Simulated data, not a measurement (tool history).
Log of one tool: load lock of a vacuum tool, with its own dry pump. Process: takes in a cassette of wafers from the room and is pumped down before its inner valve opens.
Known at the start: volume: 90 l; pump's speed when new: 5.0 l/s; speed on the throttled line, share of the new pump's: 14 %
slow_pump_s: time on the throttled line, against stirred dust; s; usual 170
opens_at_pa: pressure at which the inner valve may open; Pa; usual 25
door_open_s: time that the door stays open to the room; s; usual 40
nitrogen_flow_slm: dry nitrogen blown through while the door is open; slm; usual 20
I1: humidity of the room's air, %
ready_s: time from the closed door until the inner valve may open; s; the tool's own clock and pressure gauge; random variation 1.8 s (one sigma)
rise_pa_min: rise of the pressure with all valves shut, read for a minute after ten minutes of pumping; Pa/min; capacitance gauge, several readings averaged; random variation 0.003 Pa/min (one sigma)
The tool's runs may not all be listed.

run 1 day=0.000 | slow_pump_s=170 opens_at_pa=25 door_open_s=40 nitrogen_flow_slm=20 | I1=42.3 | ready_s=299.0 rise_pa_min=0.140
run 2 day=4.488 | slow_pump_s=262 opens_at_pa=25 door_open_s=40 nitrogen_flow_slm=20 | I1=46.1 | ready_s=377.6 rise_pa_min=0.147
run 3 day=8.096 | slow_pump_s=170 opens_at_pa=23 door_open_s=40 nitrogen_flow_slm=20 | I1=44.4 | ready_s=298.2 rise_pa_min=0.149
run 4 day=13.392 | slow_pump_s=170 opens_at_pa=23 door_open_s=40 nitrogen_flow_slm=20 | I1=43.3 | ready_s=301.3 rise_pa_min=0.153
run 5 day=16.300 | slow_pump_s=170 opens_at_pa=23 door_open_s=40 nitrogen_flow_slm=20 | I1=46.9 | ready_s=301.3 rise_pa_min=0.155
run 6 day=20.350 | slow_pump_s=170 opens_at_pa=25 door_open_s=40 nitrogen_flow_slm=20 | I1=42.5 | ready_s=297.8 rise_pa_min=0.156
run 7 day=25.004 | slow_pump_s=170 opens_at_pa=25 door_open_s=40 nitrogen_flow_slm=20 | I1=47.3 | ready_s=298.0 rise_pa_min=0.164
run 8 day=27.975 | slow_pump_s=170 opens_at_pa=25 door_open_s=40 nitrogen_flow_slm=8 | I1=45.8 | ready_s=296.8 rise_pa_min=0.173
run 9 day=31.842 | slow_pump_s=170 opens_at_pa=25 door_open_s=40 nitrogen_flow_slm=8 | I1=48.1 | ready_s=296.8 rise_pa_min=0.174
run 10 day=35.750 | slow_pump_s=91 opens_at_pa=25 door_open_s=40 nitrogen_flow_slm=11 | I1=47.7 | ready_s=234.3 rise_pa_min=0.177
run 11 day=39.567 | slow_pump_s=239 opens_at_pa=28 door_open_s=143 nitrogen_flow_slm=20 | I1=47.2 | ready_s=356.8 rise_pa_min=0.195
run 12 day=44.200 | slow_pump_s=239 opens_at_pa=28 door_open_s=143 nitrogen_flow_slm=20 | I1=40.7 | ready_s=358.5 rise_pa_min=0.192
run 13 day=48.588 | slow_pump_s=126 opens_at_pa=22 door_open_s=85 nitrogen_flow_slm=16 | I1=47.9 | ready_s=261.0 rise_pa_min=0.203

The same runs without the tool's hidden state, with the same run-to-run variation:
The hidden state here: pump's speed, % of a new pump's; leak at the door's seal, Pa l/s; drift of the gauge itself on ready_s, %; drift of the gauge itself on rise_pa_min, %.
run=1 ready_s=298.2 rise_pa_min=0.013
run=2 ready_s=376.4 rise_pa_min=0.014
run=3 ready_s=297.2 rise_pa_min=0.013
run=4 ready_s=300.2 rise_pa_min=0.012
run=5 ready_s=300.2 rise_pa_min=0.014
run=6 ready_s=296.6 rise_pa_min=0.009
run=7 ready_s=296.7 rise_pa_min=0.015
run=8 ready_s=295.5 rise_pa_min=0.017
run=9 ready_s=295.4 rise_pa_min=0.017
run=10 ready_s=232.6 rise_pa_min=0.017
run=11 ready_s=355.3 rise_pa_min=0.031
run=12 ready_s=357.0 rise_pa_min=0.023
run=13 ready_s=259.1 rise_pa_min=0.028
